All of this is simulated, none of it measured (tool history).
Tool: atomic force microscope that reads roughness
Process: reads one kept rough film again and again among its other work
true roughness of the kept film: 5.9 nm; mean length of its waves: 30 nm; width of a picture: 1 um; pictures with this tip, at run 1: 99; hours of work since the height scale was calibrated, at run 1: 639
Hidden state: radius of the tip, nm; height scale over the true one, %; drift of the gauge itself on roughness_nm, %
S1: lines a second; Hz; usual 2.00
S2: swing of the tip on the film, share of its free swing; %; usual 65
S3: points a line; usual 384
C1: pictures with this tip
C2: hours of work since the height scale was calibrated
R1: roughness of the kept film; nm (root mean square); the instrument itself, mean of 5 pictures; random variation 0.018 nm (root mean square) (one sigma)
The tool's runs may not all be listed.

run	hour	S1	S2	S3	C1	C2	R1
1	0.0	2.00	65	384	99	639	3.532
# hour 26.0: new tip fitted
2	32.1	2.00	65	384	8	653	4.394
3	79.9	2.00	65	384	67	674	3.820
4	121.6	2.00	65	384	119	692	3.448
# hour 134.1: new tip fitted
5	163.5	1.36	65	384	37	709	4.110
6	203.1	1.36	65	384	86	726	3.744
7	229.0	1.36	65	384	119	738	3.494
# hour 241.6: new tip fitted
8	287.8	1.36	65	384	57	763	4.090
9	334.5	1.36	65	384	115	783	3.644
# hour 349.9: new tip fitted
10	385.7	1.36	65	384	44	805	4.100
11	434.7	2.00	65	384	106	826	3.471
# hour 458.7: new tip fitted
12	466.6	2.00	65	384	10	839	4.357
13	518.0	2.00	65	384	74	861	3.792
14	547.6	0.70	65	329	110	874	3.726
# hour 568.2: new tip fitted
15	605.6	0.70	65	329	47	899	4.314
16	658.4	3.80	76	991	113	922	2.890
# hour 672.9: new tip fitted
17	707.4	3.80	61	991	43	943	3.933
18	753.2	3.80	61	991	100	962	3.467

The next listed run, before its measurement:
# hour 781.2: new tip fitted
19	804.1	3.80	61	991	28	984	?

Run 19 gave R1 3.944 nm (root mean square).
Without the tool's hidden state the same run would have given R1 4.314 nm (root mean square).
